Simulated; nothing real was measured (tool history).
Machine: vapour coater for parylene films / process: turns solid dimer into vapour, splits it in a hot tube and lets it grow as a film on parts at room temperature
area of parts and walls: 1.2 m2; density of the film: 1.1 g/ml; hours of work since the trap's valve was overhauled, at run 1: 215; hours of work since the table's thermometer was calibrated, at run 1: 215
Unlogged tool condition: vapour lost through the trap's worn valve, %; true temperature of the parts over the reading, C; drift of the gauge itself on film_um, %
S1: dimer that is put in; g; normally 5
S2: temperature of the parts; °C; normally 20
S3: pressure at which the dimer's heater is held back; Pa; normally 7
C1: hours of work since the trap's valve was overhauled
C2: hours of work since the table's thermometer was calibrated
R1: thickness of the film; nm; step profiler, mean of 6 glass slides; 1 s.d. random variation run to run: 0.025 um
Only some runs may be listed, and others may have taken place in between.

run,hour,S1,S2,S3,C1,C2,R1
1,0,5,20,7,215,215,2540
2,14.5,5,20,7,221,221,2570
3,23.9,5,20,7,225,225,2500
4,32.6,5,20,9.26,229,229,2410
5,46.8,5,20,3.94,235,235,2850
6,56.8,5,20,3.94,239,239,2740
7,64,5,20,7,242,242,2520
8,75.5,5,20,7,247,247,2520
9,83.3,5,20,7,250,250,2480
10,96,5,20,7,255,255,2490
11,106.6,5,20,7,260,260,2500
12,113.1,5,20,7,262,262,2490
13,125.4,5,20,7,267,267,2460
14,139.2,5,20,7,273,273,2480
15,151.5,5,20,7,278,278,2540
16,160.6,5,20,7,282,282,2480
17,167.3,5,20,7,285,285,2530
18,180.5,5,20,2.18,291,291,3140
19,194.3,5,20,2.18,296,296,3080
20,207.4,5,20,7,302,302,2460
21,219.2,5,20,7,307,307,2480
22,230.5,5,20,7,311,311,2480
23,237,4,20,5.89,314,314,2070
24,249.2,4,20,5.89,319,319,2070
# hour 256.7: trap's valve overhauled
25,267.5,3,15,9.82,5,325,1760
26,280.4,6,17,7,10,331,3480
27,288.9,5,19,7,13,334,2700
28,303.7,4,16,4.34,20,340,2680
29,313.1,3,20,3.38,24,344,1810
30,327.5,5,20,8.93,30,350,2480
31,338.7,5,20,11.25,34,355,2400
32,354.2,3,20,11.25,41,361,1450
33,368.8,3,20,11.25,47,368,1430
34,382.3,5,22,7,53,373,2420
35,389.2,2,16,2.41,55,376,1440
36,400.6,5,20,7.04,60,381,2570
37,410.4,3,17,8.55,64,385,1680
38,421.9,3,17,8.55,69,390,1710
39,431,5,20,2.31,73,394,3210
40,437.5,6,20,5.77,76,396,3230
41,452.6,7,20,2.58,82,403,4380

Some steps in R1 between neighbouring runs. How much of each would the tool show without its hidden state too (settings, what came in, random variation), and how much is left for the hidden state, with any gauge scatter that isn't in both results?
Run 17 -> 18: S3 7 -> 2.18. R1 +610 nm: hidden state -40, all else +650.
Run 19 -> 20: S3 2.18 -> 7. R1 -620 nm: hidden state +40, all else -660.
Run 24 -> 25: S1 4 -> 3, S2 20 -> 15, S3 5.89 -> 9.82, trap's valve overhauled. R1 -310 nm: hidden state +130, all else -440.
Run 25 -> 26: S1 3 -> 6, S2 15 -> 17, S3 9.82 -> 7. R1 +1720 nm: hidden state -20, all else +1740.
Run 38 -> 39: S1 3 -> 5, S2 17 -> 20, S3 8.55 -> 2.31. R1 +1500 nm: hidden state -40, all else +1540.
Run 40 -> 41: S1 6 -> 7, S3 5.77 -> 2.58. R1 +1150 nm: hidden state -30, all else +1180.
